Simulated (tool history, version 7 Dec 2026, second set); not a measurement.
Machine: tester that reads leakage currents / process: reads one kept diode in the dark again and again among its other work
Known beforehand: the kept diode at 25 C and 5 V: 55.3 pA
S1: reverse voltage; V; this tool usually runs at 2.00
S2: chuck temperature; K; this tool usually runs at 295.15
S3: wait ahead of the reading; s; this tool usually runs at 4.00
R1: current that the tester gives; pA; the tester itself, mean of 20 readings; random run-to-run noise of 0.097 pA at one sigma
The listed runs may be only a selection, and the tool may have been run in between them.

run    hour     S1      S2    S3     R1
  1     0.0   2.00  295.15  4.00  27.63
  2   149.6  16.14  295.15  4.00  71.46
  3   235.1  16.14  295.15  4.00  71.76
  4   415.1   2.70  295.15  4.00  31.67
  5   560.4   2.70  295.15  4.00  31.72
  6   680.2   1.54  295.15  4.00  24.62
  7   814.4   1.54  295.15  4.00  24.55
  8   909.1   2.00  295.15  4.00  27.71
  9   995.6   2.00  295.15  4.00  27.62
 10  1093.1   2.48  295.15  4.00  30.53
 11  1273.8   2.00  295.15  4.00  27.49
 12  1389.4   2.00  295.15  1.01  28.06
     1404.8  -- probe card cleaned and baked
 13  1467.0   2.00  295.15  1.01  27.91
 14  1548.4   1.06  295.15  1.01  20.99
 15  1708.7   1.06  295.15  1.01  20.99
 16  1872.7   3.07  306.15  7.91  94.05
 17  1986.3   3.07  306.15  7.91  93.67
 18  2137.6   9.53  295.15  4.00  56.27
 19  2287.2   9.53  295.15  4.00  55.90
 20  2424.8   9.53  295.15  4.00  56.09
     2466.1  -- tester calibrated
 21  2580.1   9.53  295.15  4.00  55.87
 22  2689.3   9.53  295.15  4.00  56.12
 23  2775.3   9.53  295.15  4.00  56.24
 24  2895.7   2.00  297.15  4.00  33.72
 25  3022.0   3.43  303.15  4.00  75.13
     3155.2  -- chuck's temperature calibrated
 26  3160.0   3.43  303.15  4.00  75.04
 27  3329.8   2.21  294.15  2.88  26.25

What if the next run were any one of these 4? Each begins from the tool's condition after run 27:
  A  3439.5  2.00  304.15  1.42   ?
  B  3439.5  1.58  306.15  2.37   ?
  C  3439.5  2.00  295.15  4.73   ?
  D  3439.5  1.12  298.15  2.88   ?

run     R1
  A  64.81
  B  70.08
  C  27.70
  D  28.57
Take away the tool's hidden state, keep each run's random variation, and the runs would have read:
run     R1
  A  64.80
  B  70.08
  C  27.69
  D  28.57

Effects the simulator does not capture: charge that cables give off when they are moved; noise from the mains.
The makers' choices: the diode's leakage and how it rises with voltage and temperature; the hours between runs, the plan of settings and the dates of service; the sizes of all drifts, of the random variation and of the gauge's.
